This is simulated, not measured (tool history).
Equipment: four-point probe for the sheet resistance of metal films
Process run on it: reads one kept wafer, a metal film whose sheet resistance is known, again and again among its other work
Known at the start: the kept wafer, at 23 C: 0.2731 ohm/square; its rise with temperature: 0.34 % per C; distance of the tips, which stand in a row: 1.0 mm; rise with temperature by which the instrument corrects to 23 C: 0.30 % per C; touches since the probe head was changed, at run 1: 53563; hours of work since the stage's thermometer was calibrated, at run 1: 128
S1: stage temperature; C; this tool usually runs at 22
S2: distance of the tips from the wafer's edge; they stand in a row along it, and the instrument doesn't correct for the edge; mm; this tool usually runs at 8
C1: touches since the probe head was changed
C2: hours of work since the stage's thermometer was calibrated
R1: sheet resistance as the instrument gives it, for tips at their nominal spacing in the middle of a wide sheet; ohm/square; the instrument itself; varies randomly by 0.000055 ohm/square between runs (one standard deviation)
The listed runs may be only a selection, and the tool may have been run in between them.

run     day  S1  S2     C1   C2        R1
  1       0  22   8  53563  128  0.276058
  2     0.5  22   8  53887  133  0.275985
  3   1.262  22   8  54383  141  0.276019
  4   1.642  22   8  54631  145  0.276159
  5    2.35  22   8  55089  152   0.27598
  6   2.921  22  74  55460  158  0.273809
  7   3.338  22   3  55731  163  0.289156
  8   4.092  22   3  56222  171  0.289215
  9   4.742  22   3  56643  178  0.289275
 10   5.142  22   3  56904  182  0.289236
 11   5.717  22   8  57278  188  0.276174
 12   6.492  22   8  57782  196  0.276121
 13   7.229  22   8  58260  204  0.276122
 14   7.862  22  53  58673  210  0.273902
 15   8.379  22  53  59007  216  0.274004
 16   9.083  22  53  59464  223  0.273961
 17   9.783  22   8  59919  230  0.276168
     10.496  -- new probe head fitted
 18  10.592  22  24     64  238  0.274773
 19  11.246  22  24    489  245  0.275002
 20  11.975  22  24    962  253   0.27483
 21  12.496  22  24   1301  258  0.274917
 22  13.304  22  24   1826  267  0.274889
 23  13.946  34   5   2244  274  0.281656

Forecast run 24:
 24  14.546  21  25  2632  280   ?

{"run 24": {"R1": 0.274764}}
If the tool had no hidden condition, the same run with the same run-to-run variation would have returned R1 0.273088 ohm/square.
